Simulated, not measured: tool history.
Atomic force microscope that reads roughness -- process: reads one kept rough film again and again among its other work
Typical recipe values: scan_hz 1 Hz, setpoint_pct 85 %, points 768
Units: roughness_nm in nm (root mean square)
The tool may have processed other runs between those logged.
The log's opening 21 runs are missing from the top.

run,hour,scan_hz,setpoint_pct,points,roughness_nm
22,185.8,1.53,82,877,2.485
23,192.9,2.48,85,794,2.387
24,200.5,2.42,80,415,2.421
25,211.2,2.45,59,562,2.538
26,221.6,2.45,59,562,2.52
27,228.4,2.45,59,562,2.517
# hour 229.6: new tip fitted
28,234.2,2.45,59,562,2.589
29,243.8,1.47,72,562,2.555
30,255.2,1.14,59,594,2.593
31,263.1,1.14,59,594,2.59
32,272.1,0.57,65,618,2.585
33,279.4,0.57,65,618,2.576
34,286.1,0.57,65,618,2.573

Branching from run 34: 4 alternative next runs. What would each branch give?
A,295.6,0.57,62,618,?
B,295.6,1.83,56,618,?
C,295.6,0.85,74,403,?
D,295.6,1,85,566,?

run,roughness_nm
A,2.56
B,2.555
C,2.535
D,2.487
Without the tool's hidden state the same runs would have given:
run,roughness_nm
A,2.618
B,2.614
C,2.593
D,2.544

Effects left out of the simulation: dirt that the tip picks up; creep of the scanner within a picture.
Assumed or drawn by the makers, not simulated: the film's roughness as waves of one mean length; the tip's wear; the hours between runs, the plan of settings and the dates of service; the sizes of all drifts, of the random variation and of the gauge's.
